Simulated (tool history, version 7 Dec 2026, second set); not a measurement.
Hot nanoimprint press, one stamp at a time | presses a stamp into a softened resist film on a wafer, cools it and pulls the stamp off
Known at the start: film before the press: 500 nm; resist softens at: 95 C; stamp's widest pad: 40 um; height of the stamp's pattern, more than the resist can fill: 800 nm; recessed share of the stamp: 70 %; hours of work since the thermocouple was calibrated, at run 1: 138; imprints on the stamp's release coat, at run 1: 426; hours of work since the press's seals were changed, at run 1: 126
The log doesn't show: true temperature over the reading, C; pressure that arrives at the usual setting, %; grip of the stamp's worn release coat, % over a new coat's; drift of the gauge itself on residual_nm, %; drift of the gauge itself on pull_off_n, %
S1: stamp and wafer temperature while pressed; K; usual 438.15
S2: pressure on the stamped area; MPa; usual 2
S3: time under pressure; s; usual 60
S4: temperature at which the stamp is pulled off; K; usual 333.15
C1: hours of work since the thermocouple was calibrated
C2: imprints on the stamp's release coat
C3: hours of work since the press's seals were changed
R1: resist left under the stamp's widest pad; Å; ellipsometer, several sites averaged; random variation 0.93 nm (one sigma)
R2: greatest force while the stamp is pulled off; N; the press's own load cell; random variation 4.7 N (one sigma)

run,hour,S1,S2,S3,S4,C1,C2,C3,R1,R2
1,0,438.15,2,60,333.15,138,426,126,2396,255
2,6.6,428.15,2,60,333.15,143,462,131,3735,265
3,14.1,428.15,2,60,333.15,149,504,137,3706,271
4,20.6,428.15,2,60,333.15,154,540,142,3737,272
5,30.7,438.15,2,46,333.15,162,597,150,2656,261
6,35.2,438.15,2,60,333.15,165,622,153,2403,273
7,41.4,438.15,2,60,333.15,170,656,158,2369,275
8,52.4,438.15,2,60,333.15,179,717,167,2406,272
9,58.2,438.15,2,60,333.15,183,749,171,2398,276
10,68.2,438.15,2,60,333.15,191,805,179,2405,282
11,75,438.15,2,60,333.15,196,843,185,2388,286
12,80.4,438.15,2,60,328.15,200,873,189,2420,328
13,87.2,438.15,2,60,328.15,206,910,194,2408,319
14,93.4,438.15,2,60,328.15,211,945,199,2436,332

Forecast run 15:
15,103.5,428.15,2.21,60,328.15,218,1001,207,?,?

Run 15 gave R1 3684 Å, R2 338 N.
Without the tool's hidden state the same run would have given R1 3574 Å, R2 264 N.
